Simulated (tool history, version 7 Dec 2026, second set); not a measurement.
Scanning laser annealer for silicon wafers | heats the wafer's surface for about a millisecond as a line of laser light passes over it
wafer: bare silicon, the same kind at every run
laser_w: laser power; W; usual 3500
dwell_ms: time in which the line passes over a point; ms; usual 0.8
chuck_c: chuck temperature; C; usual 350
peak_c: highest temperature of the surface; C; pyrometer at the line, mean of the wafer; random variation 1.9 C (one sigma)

run 1 day=0 | laser_w=3500 dwell_ms=0.8 chuck_c=350 | peak_c=1156
run 2 day=0.338 | laser_w=3500 dwell_ms=0.644 chuck_c=350 | peak_c=1064
run 3 day=0.579 | laser_w=3500 dwell_ms=0.644 chuck_c=350 | peak_c=1069
run 4 day=1.012 | laser_w=3500 dwell_ms=0.644 chuck_c=350 | peak_c=1063
run 5 day=1.512 | laser_w=3500 dwell_ms=0.644 chuck_c=350 | peak_c=1066
run 6 day=1.858 | laser_w=3500 dwell_ms=0.8 chuck_c=362 | peak_c=1167
run 7 day=2.15 | laser_w=3500 dwell_ms=0.8 chuck_c=362 | peak_c=1165
run 8 day=2.375 | laser_w=3500 dwell_ms=0.8 chuck_c=362 | peak_c=1167
run 9 day=2.758 | laser_w=3500 dwell_ms=0.8 chuck_c=362 | peak_c=1166
run 10 day=2.975 | laser_w=3500 dwell_ms=0.8 chuck_c=362 | peak_c=1168
run 11 day=3.196 | laser_w=3500 dwell_ms=0.8 chuck_c=362 | peak_c=1162
run 12 day=3.575 | laser_w=3500 dwell_ms=0.8 chuck_c=362 | peak_c=1162
run 13 day=4.121 | laser_w=3500 dwell_ms=0.8 chuck_c=362 | peak_c=1162
run 14 day=4.617 | laser_w=3138 dwell_ms=0.642 chuck_c=335 | peak_c=951
run 15 day=5.062 | laser_w=3138 dwell_ms=0.733 chuck_c=323 | peak_c=987
run 16 day=5.283 | laser_w=3364 dwell_ms=0.883 chuck_c=359 | peak_c=1162
run 17 day=5.529 | laser_w=3364 dwell_ms=0.883 chuck_c=359 | peak_c=1159
run 18 day=5.817 | laser_w=3132 dwell_ms=0.8 chuck_c=340 | peak_c=1031
run 19 day=6.171 | laser_w=3223 dwell_ms=0.8 chuck_c=340 | peak_c=1058
run 20 day=6.588 | laser_w=3223 dwell_ms=0.8 chuck_c=363 | peak_c=1079
run 21 day=6.812 | laser_w=3325 dwell_ms=0.7 chuck_c=330 | peak_c=1024
run 22 day=7.175 | laser_w=3330 dwell_ms=0.715 chuck_c=318 | peak_c=1022
run 23 day=7.417 | laser_w=3712 dwell_ms=0.688 chuck_c=318 | peak_c=1109
run 24 day=7.75 | laser_w=3712 dwell_ms=0.688 chuck_c=318 | peak_c=1111
run 25 day=8.204 | laser_w=3712 dwell_ms=0.688 chuck_c=318 | peak_c=1109

Measured less the same run without the tool's hidden state. The same run-to-run variation is in both; the gauge's scatter may not be:
The hidden state here: light that passes the window, % of a clean one's; laser's true power over the reading, %; width of the line over the set one, %; drift of the gauge itself on peak_c, C.
run=1 peak_c=-31
run=2 peak_c=-28
run=3 peak_c=-28
run=4 peak_c=-30
run=5 peak_c=-30
run=6 peak_c=-34
run=7 peak_c=-34
run=8 peak_c=-34
run=9 peak_c=-35
run=10 peak_c=-36
run=11 peak_c=-36
run=12 peak_c=-36
run=13 peak_c=-37
run=14 peak_c=-29
run=15 peak_c=-32
run=16 peak_c=-38
run=17 peak_c=-39
run=18 peak_c=-33
run=19 peak_c=-35
run=20 peak_c=-36
run=21 peak_c=-35
run=22 peak_c=-35
run=23 peak_c=-40
run=24 peak_c=-41
run=25 peak_c=-41
